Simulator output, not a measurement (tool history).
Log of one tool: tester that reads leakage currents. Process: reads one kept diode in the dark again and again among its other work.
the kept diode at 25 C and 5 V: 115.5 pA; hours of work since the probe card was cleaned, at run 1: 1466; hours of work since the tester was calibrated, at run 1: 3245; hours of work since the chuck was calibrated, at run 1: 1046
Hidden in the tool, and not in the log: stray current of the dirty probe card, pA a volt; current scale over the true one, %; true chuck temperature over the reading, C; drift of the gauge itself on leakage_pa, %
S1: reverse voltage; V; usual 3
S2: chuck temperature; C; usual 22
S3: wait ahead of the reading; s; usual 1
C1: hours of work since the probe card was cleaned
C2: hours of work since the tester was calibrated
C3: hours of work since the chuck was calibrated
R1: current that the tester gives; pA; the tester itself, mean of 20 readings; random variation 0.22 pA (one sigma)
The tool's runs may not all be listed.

run	day	S1	S2	S3	C1	C2	C3	R1
1	0	3	22	1	1466	3245	1046	76.42
2	3.938	3	22	1	1532	3311	1111	76.9
3	8.912	3	22	1.81	1615	3394	1194	76.61
# day 11.392: tester calibrated
4	15.108	4.9	22	1.81	1717	62	1296	97.38
# day 16.808: chuck's temperature calibrated
5	18.417	4.9	22	1.81	1771	116	27	91.96
6	21.179	3	22	1	1817	162	73	74.49
7	23.879	3	22	1	1862	207	118	74.39
8	28.6	3	22	1	1940	286	197	74.14
9	33.842	1.24	34	9.77	2028	373	284	128.22
10	39.338	1.24	53	2.76	2119	465	376	511.29
11	45.092	1.24	53	2.76	2215	561	472	511.2
12	49.538	6.46	39	2.5	2290	635	546	396.97
13	52.133	3	23	1.13	2333	678	589	82.46
14	55.021	1.29	23	1.13	2381	726	637	55.66

Measured less the same run without the tool's hidden state. The same run-to-run variation is in both; the gauge's scatter may not be:
run	R1
1	+3.35
2	+3.6
3	+3.89
4	+7.35
5	+2.04
6	+1.32
7	+1.47
8	+1.75
9	+1.12
10	+3.25
11	+4.48
12	+8.64
13	+3.23
14	+1.75

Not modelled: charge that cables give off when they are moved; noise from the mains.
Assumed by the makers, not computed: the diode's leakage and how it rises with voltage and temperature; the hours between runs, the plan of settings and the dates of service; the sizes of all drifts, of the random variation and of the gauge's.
